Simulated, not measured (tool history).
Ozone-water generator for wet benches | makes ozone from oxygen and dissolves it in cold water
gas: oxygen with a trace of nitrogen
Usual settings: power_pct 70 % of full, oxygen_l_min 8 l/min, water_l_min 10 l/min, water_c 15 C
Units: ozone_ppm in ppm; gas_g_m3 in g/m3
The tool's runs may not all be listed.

run	hour	power_pct	oxygen_l_min	water_l_min	water_c	ozone_ppm	gas_g_m3
1	0	70	8	10	15	31.3	186.8
2	175.8	70	8	10	15	31.4	186.8
3	343	70	8	10	15	31.2	186.3
4	464.7	70	8	10	15	31.5	186.8
5	551.7	70	8	10	15	31.6	187.1
6	715.6	70	8	10	15	31	187.5
7	826.7	44	8	10	15	21.2	124.1
8	932.3	44	8	10	15	21	126
9	1098.7	44	8	10	15	21.3	126.5
10	1274.2	44	8	10	15	21	125.9
11	1419	44	8	10	15	20.8	126.6
12	1517.2	44	8	10	15	20.8	126.7
13	1678.6	44	8	10	15	20.9	124.7
14	1762.6	70	8	10	15	31.5	185.8
15	1901.8	70	11.73	10	15	30.4	163.7
16	2002.5	70	11.73	10	15	30.7	164.2
17	2164.1	70	11.73	10	15	31.1	166.5
18	2276.8	65	5.88	15	20	19.9	195
19	2383.9	82	6.96	10	22	30.5	222
20	2551.8	69	4.69	9	22	28.1	214.9
21	2701.2	55	10.04	10	15	25.7	141
22	2818.7	46	8	10	15	22.2	130.6
23	2961.3	46	8	10	15	22	131.4
24	3054.3	67	4.76	10	21	26.1	210.4
25	3224.3	70	8	10	12	33.3	184.4
26	3424.2	70	4.49	10	10	32.9	223.9
27	3572.1	74	8	10	18	30.6	195.7
28	3669.4	74	5.05	11	18	28.4	224.7
29	3755.1	74	5.05	11	18	28.5	225.2
30	3858.3	52	6.33	6	7	38.2	154.6
31	4052	52	6.33	6	7	38.2	156.4
32	4142.1	52	6.33	6	7	38.5	156.4

Not shown: 1 entry that the log had between the listed runs. Between which runs, and how does the tool's hidden state differ before and after?
Between runs 21 and 22: water thermometer calibrated (hour 2738.8)
  no hidden state differs between the two runs

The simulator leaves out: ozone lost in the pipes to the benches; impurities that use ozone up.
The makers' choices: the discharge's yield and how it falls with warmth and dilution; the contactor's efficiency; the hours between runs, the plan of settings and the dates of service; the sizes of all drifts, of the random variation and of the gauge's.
